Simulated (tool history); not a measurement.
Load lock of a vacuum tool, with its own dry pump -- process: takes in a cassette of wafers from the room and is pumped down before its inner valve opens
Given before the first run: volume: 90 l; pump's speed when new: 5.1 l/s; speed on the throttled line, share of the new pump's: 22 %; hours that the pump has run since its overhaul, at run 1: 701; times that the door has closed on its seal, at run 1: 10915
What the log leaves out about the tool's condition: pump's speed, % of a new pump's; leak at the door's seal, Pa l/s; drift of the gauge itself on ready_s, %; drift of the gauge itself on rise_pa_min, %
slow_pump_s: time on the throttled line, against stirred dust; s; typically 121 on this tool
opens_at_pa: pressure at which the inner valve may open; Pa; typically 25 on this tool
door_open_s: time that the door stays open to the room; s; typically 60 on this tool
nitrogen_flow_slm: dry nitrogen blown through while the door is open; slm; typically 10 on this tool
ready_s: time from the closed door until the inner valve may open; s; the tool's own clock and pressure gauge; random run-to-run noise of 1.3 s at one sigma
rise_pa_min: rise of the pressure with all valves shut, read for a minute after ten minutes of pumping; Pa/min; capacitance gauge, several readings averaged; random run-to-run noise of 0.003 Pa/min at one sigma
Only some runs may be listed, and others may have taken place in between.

run,day,slow_pump_s,opens_at_pa,door_open_s,nitrogen_flow_slm,hours that the pump has run since its overhaul,times that the door has closed on its seal,"incoming humidity of the room's air, %",ready_s,rise_pa_min
1,0.000,121,25,60,10,701,10915,39.3,241.8,0.037
2,8.738,121,25,60,10,911,11185,47.5,241.6,0.057
3,19.067,121,25,60,10,1159,11503,46.9,241.6,0.046
4,26.250,121,25,60,10,1331,11725,47.7,241.1,0.049
5,32.246,121,25,60,10,1475,11910,46.0,243.9,0.049
6,44.567,121,25,60,10,1771,12291,44.7,243.0,0.046
7,51.642,60,25,60,10,1941,12509,45.8,194.6,0.045
8,56.992,121,25,60,10,2069,12674,45.7,241.0,0.045
9,62.733,121,25,60,10,2207,12851,43.4,240.6,0.052
10,75.529,121,25,60,10,2514,13246,45.0,243.5,0.041
11,84.638,121,25,60,10,2733,13527,47.4,241.2,0.048
12,94.921,121,25,60,10,2979,13845,45.1,245.8,0.048
13,100.362,121,25,59,10,3110,14013,43.2,241.9,0.042
14,110.442,121,25,59,10,3352,14324,44.5,244.9,0.040
15,117.508,121,25,59,10,3522,14542,45.8,245.3,0.051
16,123.654,121,25,59,10,3669,14732,43.1,244.7,0.046
17,136.679,121,25,59,10,3982,15134,45.4,243.5,0.049
18,149.533,121,25,59,10,4290,15530,45.7,241.5,0.046
19,161.971,151,25,53,10,4589,15914,45.1,266.6,0.048
20,169.671,151,25,53,10,4773,16152,43.8,261.8,0.048
21,176.117,79,47,60,10,4928,16351,42.7,199.3,0.044
22,183.179,121,25,60,19,5098,16569,41.5,241.5,0.042
23,190.850,100,26,60,10,5282,16806,45.6,227.0,0.051
24,201.625,101,40,60,10,5540,17138,47.5,216.7,0.051
25,209.925,101,40,60,10,5740,17394,44.6,218.5,0.043
26,217.379,175,40,93,10,5918,17624,42.6,276.9,0.055
27,229.212,182,40,93,10,6202,17990,43.7,281.1,0.067
28,234.729,182,40,93,10,6335,18160,47.1,281.3,0.068
29,245.717,79,40,93,11,6598,18499,47.6,201.0,0.065
30,254.433,79,44,89,11,6808,18768,41.4,199.0,0.057
31,260.267,173,28,64,11,6948,18948,47.1,278.8,0.046
32,266.329,173,28,64,11,7093,19135,41.1,281.6,0.042
33,272.033,173,28,64,11,7230,19311,43.4,280.5,0.047
34,279.983,173,32,64,17,7421,19557,44.0,276.9,0.042
35,290.542,121,25,29,26,7674,19882,46.9,243.3,0.023
36,296.892,121,26,82,10,7827,20078,44.3,240.6,0.061

5 options for the next run, each taken on its own from the tool as it stands now. Forecast them:
A,302.858,218,37,82,4,7970,20263,50.1,?,?
B,302.858,140,26,39,21,7970,20263,44.7,?,?
C,302.858,121,26,45,19,7970,20263,46.4,?,?
D,302.858,221,26,228,10,7970,20263,42.2,?,?
E,302.858,121,26,201,10,7970,20263,42.8,?,?

run,ready_s,rise_pa_min
A,309.7,0.074
B,256.5,0.025
C,244.3,0.035
D,319.3,0.113
E,242.0,0.108
Stripped of hidden state, with their random variation kept, the same runs would have yielded:
run,ready_s,rise_pa_min
A,309.6,0.074
B,256.5,0.024
C,244.2,0.034
D,319.2,0.112
E,241.9,0.107
